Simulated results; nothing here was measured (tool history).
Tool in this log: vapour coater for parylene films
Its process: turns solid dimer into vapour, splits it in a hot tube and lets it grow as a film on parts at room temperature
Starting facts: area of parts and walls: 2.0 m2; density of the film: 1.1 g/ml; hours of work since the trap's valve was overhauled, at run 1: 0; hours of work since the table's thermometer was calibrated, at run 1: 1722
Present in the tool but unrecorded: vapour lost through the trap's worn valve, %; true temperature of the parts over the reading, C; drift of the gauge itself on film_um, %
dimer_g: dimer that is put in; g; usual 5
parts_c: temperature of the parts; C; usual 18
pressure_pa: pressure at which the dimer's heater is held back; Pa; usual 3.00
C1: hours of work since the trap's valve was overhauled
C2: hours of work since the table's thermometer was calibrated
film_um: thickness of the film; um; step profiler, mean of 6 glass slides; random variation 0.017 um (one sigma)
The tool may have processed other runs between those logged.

{"run": 1, "day": 0.0, "dimer_g": 5, "parts_c": 18, "pressure_pa": 3.0, "C1": 0, "C2": 1722, "film_um": 1.35}
{"day": 1.646, "done": "table's thermometer calibrated"}
{"run": 2, "day": 2.167, "dimer_g": 5, "parts_c": 29, "pressure_pa": 3.0, "C1": 42, "C2": 10, "film_um": 0.87}
{"run": 3, "day": 4.283, "dimer_g": 5, "parts_c": 21, "pressure_pa": 3.0, "C1": 85, "C2": 53, "film_um": 1.2}
{"run": 4, "day": 6.804, "dimer_g": 5, "parts_c": 21, "pressure_pa": 3.0, "C1": 135, "C2": 103, "film_um": 1.17}
{"run": 5, "day": 7.988, "dimer_g": 5, "parts_c": 21, "pressure_pa": 3.0, "C1": 159, "C2": 127, "film_um": 1.2}
{"run": 6, "day": 9.958, "dimer_g": 5, "parts_c": 18, "pressure_pa": 3.0, "C1": 198, "C2": 166, "film_um": 1.3}
{"day": 11.45, "done": "trap's valve overhauled"}
{"run": 7, "day": 12.167, "dimer_g": 5, "parts_c": 18, "pressure_pa": 3.0, "C1": 14, "C2": 207, "film_um": 1.24}
{"run": 8, "day": 14.854, "dimer_g": 5, "parts_c": 18, "pressure_pa": 3.0, "C1": 68, "C2": 260, "film_um": 1.22}
{"run": 9, "day": 16.004, "dimer_g": 5, "parts_c": 18, "pressure_pa": 3.0, "C1": 91, "C2": 283, "film_um": 1.21}
{"run": 10, "day": 17.204, "dimer_g": 5, "parts_c": 18, "pressure_pa": 3.0, "C1": 115, "C2": 307, "film_um": 1.19}
{"run": 11, "day": 18.971, "dimer_g": 8, "parts_c": 12, "pressure_pa": 7.16, "C1": 150, "C2": 343, "film_um": 2.01}
{"day": 20.912, "done": "trap's valve overhauled, once more"}
{"run": 12, "day": 21.283, "dimer_g": 3, "parts_c": 23, "pressure_pa": 7.16, "C1": 7, "C2": 385, "film_um": 0.56}
{"run": 13, "day": 23.492, "dimer_g": 7, "parts_c": 16, "pressure_pa": 9.66, "C1": 52, "C2": 430, "film_um": 1.62}
{"run": 14, "day": 25.296, "dimer_g": 7, "parts_c": 16, "pressure_pa": 9.66, "C1": 88, "C2": 466, "film_um": 1.61}

Run 15 comes next. What will it give?
{"run": 15, "day": 27.071, "dimer_g": 7, "parts_c": 16, "pressure_pa": 9.66, "C1": 123, "C2": 501, "film_um": "?"}

Logged for run 15: film_um 1.58 um.
Had the tool carried no hidden state, the very same run would have given film_um 1.63 um.
